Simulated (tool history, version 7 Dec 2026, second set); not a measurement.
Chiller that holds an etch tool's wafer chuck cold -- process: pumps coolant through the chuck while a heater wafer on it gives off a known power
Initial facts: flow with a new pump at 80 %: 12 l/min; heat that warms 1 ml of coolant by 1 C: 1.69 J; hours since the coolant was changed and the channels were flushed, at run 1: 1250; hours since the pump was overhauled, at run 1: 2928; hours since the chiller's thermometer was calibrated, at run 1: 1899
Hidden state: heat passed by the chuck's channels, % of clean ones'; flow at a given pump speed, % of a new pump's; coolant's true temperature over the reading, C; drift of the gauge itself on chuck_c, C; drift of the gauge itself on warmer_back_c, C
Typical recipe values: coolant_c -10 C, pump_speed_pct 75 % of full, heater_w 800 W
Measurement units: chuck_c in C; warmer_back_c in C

| run | hour | coolant_c | pump_speed_pct | heater_w | hours since the coolant was changed and the channels were flushed | hours since the pump was overhauled | hours since the chiller's thermometer was calibrated | chuck_c | warmer_back_c |
|---|---|---|---|---|---|---|---|---|---|
| 1 | 0 | -10 | 75 | 800 | 1250 | 2928 | 1899 | -3 | 2.7 |
| 2 | 42.4 | -10 | 75 | 800 | 1292 | 2971 | 1942 | -2.8 | 2.7 |
| 3 | 112.5 | -10 | 75 | 800 | 1362 | 3041 | 2012 | -2.9 | 2.67 |
| 4 | 164 | -10 | 75 | 800 | 1414 | 3092 | 2063 | -2.9 | 2.7 |
| 5 | 242.4 | -10 | 75 | 800 | 1492 | 3171 | 2142 | -2.8 | 2.71 |
| 6 | 297.7 | -10 | 100 | 800 | 1548 | 3226 | 2197 | -4.1 | 1.96 |
| 7 | 350 | -10 | 70 | 800 | 1600 | 3278 | 2249 | -2.5 | 2.88 |
| 8 | 386.3 | -10 | 70 | 800 | 1636 | 3315 | 2286 | -2.5 | 2.85 |
| 9 | 428.3 | -10 | 70 | 800 | 1678 | 3357 | 2328 | -2.5 | 2.85 |
| 10 | 483.1 | -5 | 75 | 1059 | 1733 | 3411 | 2382 | 4.3 | 3.53 |
| 11 | 556.7 | -5 | 75 | 996 | 1807 | 3485 | 2456 | 4.1 | 3.29 |
| 12 | 641.2 | -18 | 99 | 1086 | 1891 | 3570 | 2541 | -9.9 | 2.74 |
| 13 | 696.4 | -5 | 85 | 840 | 1946 | 3625 | 2596 | 1.9 | 2.44 |
| 14 | 732.4 | -5 | 65 | 840 | 1982 | 3661 | 2632 | 3.5 | 3.28 |
| 15 | 811.1 | -5 | 82 | 840 | 2061 | 3739 | 2710 | 2.2 | 2.52 |

Each row is a separate what-if for the run after 15, all from the same tool condition, not one after another. Results?
| A | 867.4 | -2 | 94 | 608 | 2117 | 3796 | 2767 | ? | ? |
| B | 867.4 | -10 | 96 | 530 | 2117 | 3796 | 2767 | ? | ? |
| C | 867.4 | -8 | 82 | 517 | 2117 | 3796 | 2767 | ? | ? |
| D | 867.4 | -9 | 75 | 590 | 2117 | 3796 | 2767 | ? | ? |
| E | 867.4 | -8 | 71 | 862 | 2117 | 3796 | 2767 | ? | ? |

| run | chuck_c | warmer_back_c |
|---|---|---|
| A | 2.8 | 1.6 |
| B | -5.9 | 1.4 |
| C | -3.5 | 1.61 |
| D | -3.4 | 1.98 |
| E | 0.2 | 3.04 |
Stripped of hidden state, with their random variation kept, the same runs would have yielded:
| run | chuck_c | warmer_back_c |
|---|---|---|
| A | 2.2 | 1.49 |
| B | -6.4 | 1.31 |
| C | -4 | 1.51 |
| D | -4 | 1.86 |
| E | -0.7 | 2.85 |
